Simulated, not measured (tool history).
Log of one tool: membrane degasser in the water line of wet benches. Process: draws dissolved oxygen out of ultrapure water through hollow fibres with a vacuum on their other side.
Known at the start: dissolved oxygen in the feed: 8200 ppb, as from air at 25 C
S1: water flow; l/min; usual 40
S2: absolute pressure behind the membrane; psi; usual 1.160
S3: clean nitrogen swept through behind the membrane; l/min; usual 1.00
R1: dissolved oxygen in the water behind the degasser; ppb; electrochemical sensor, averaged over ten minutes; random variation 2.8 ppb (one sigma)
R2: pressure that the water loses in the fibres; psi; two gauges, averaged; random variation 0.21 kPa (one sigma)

run 1 hour=0.0 | S1=40 S2=1.160 S3=1.00 | R1=414.3 R2=6.863
run 2 hour=40.5 | S1=40 S2=1.160 S3=1.00 | R1=415.9 R2=6.912
run 3 hour=71.6 | S1=40 S2=1.160 S3=1.00 | R1=412.5 R2=6.918
run 4 hour=110.6 | S1=40 S2=1.160 S3=1.00 | R1=412.2 R2=6.873
run 5 hour=137.4 | S1=40 S2=1.598 S3=1.00 | R1=626.9 R2=6.920
run 6 hour=174.9 | S1=40 S2=1.598 S3=1.00 | R1=627.5 R2=6.891
run 7 hour=207.6 | S1=40 S2=1.533 S3=1.00 | R1=605.0 R2=6.933
run 8 hour=228.2 | S1=40 S2=0.725 S3=1.00 | R1=184.2 R2=6.894
run 9 hour=277.2 | S1=40 S2=1.160 S3=1.00 | R1=413.5 R2=6.853
run 10 hour=310.9 | S1=40 S2=1.160 S3=0.97 | R1=421.7 R2=6.953
run 11 hour=350.7 | S1=40 S2=1.160 S3=0.97 | R1=418.1 R2=6.923
run 12 hour=387.2 | S1=40 S2=1.160 S3=0.97 | R1=415.9 R2=6.917
run 13 hour=407.6 | S1=40 S2=1.160 S3=0.97 | R1=422.0 R2=6.952
run 14 hour=441.6 | S1=40 S2=1.160 S3=0.97 | R1=421.6 R2=6.897
run 15 hour=473.0 | S1=40 S2=1.160 S3=0.97 | R1=425.0 R2=6.907
run 16 hour=514.1 | S1=40 S2=1.160 S3=0.97 | R1=428.0 R2=6.927
run 17 hour=540.1 | S1=25 S2=1.163 S3=0.40 | R1=547.2 R2=4.260
-- hour=543.0 vacuum gauge calibrated
run 18 hour=580.1 | S1=41 S2=1.465 S3=1.50 | R1=430.5 R2=7.147
run 19 hour=611.2 | S1=41 S2=1.465 S3=1.50 | R1=433.5 R2=7.052
run 20 hour=633.6 | S1=41 S2=1.465 S3=1.50 | R1=433.4 R2=7.116
run 21 hour=661.7 | S1=41 S2=2.406 S3=1.89 | R1=636.4 R2=7.046
run 22 hour=689.3 | S1=41 S2=2.406 S3=1.89 | R1=644.0 R2=7.056
run 23 hour=720.0 | S1=57 S2=0.867 S3=0.45 | R1=560.5 R2=9.828
-- hour=744.9 vacuum gauge calibrated, once more
run 24 hour=763.6 | S1=35 S2=1.160 S3=2.60 | R1=174.2 R2=6.058
run 25 hour=811.3 | S1=32 S2=1.160 S3=2.60 | R1=159.0 R2=5.504
run 26 hour=848.9 | S1=25 S2=1.160 S3=0.45 | R1=481.6 R2=4.318
run 27 hour=879.0 | S1=25 S2=1.160 S3=0.45 | R1=482.2 R2=4.299

Hidden state or all else? Some run-to-run changes of R1, split into what the settings, what came in and random variation would give without the hidden state, and what is left for the hidden state (with any gauge scatter that isn't in both results):
The hidden state here: membrane still open, %; true pressure behind the membrane over the reading, kPa; air that leaks in behind the membrane, l/min; drift of the gauge itself on oxygen_ppb, %; drift of the gauge itself on loss_of_pressure_kpa, %.
Run 7 -> 8: S2 1.533 -> 0.725. R1 -420.8 ppb: hidden state +0.3, all else -421.1.
Run 22 -> 23: S1 41 -> 57, S2 2.406 -> 0.867, S3 1.89 -> 0.45. R1 -83.5 ppb: hidden state +22.9, all else -106.4.
Run 23 -> 24: S1 57 -> 35, S2 0.867 -> 1.160, S3 0.45 -> 2.60, vacuum gauge calibrated, once more. R1 -386.3 ppb: hidden state -35.2, all else -351.1.
